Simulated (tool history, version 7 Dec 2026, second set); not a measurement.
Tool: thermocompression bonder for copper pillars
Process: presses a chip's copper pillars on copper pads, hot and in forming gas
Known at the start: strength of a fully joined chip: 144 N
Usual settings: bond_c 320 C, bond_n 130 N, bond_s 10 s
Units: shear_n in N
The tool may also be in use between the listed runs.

run,hour,bond_c,bond_n,bond_s,shear_n
1,0,320,130,10,53.7
2,19.2,320,130,10,53.7
3,37.6,320,130,6,43.7
4,46.2,320,130,6,43.9
# hour 55.9: force cell calibrated
5,60,304,130,10,43.7
6,73.2,320,130,10,53.5
7,86.3,320,130,10,53.6
8,101.9,320,130,10,53.5
9,121.7,320,130,10,53.8
10,131.5,320,130,10,53.7
11,150.8,320,130,10,53.4
12,167.6,320,130,10,54.1
13,181.6,320,130,7,46.7
14,197.1,327,130,10,57.5

3 ways to go on from here, each from the tool as it stands after run 14. What would each give?
# hour 200.1: forming gas filter changed
A,212.3,320,130,13,?
# hour 200.1: forming gas filter changed
B,212.3,327,174,7,?
# hour 200.1: forming gas filter changed
C,212.3,338,186,25,?

run,shear_n
A,59.5
B,59.8
C,103.1
Without the tool's hidden state the same runs would have given:
run,shear_n
A,59.4
B,59.7
C,103
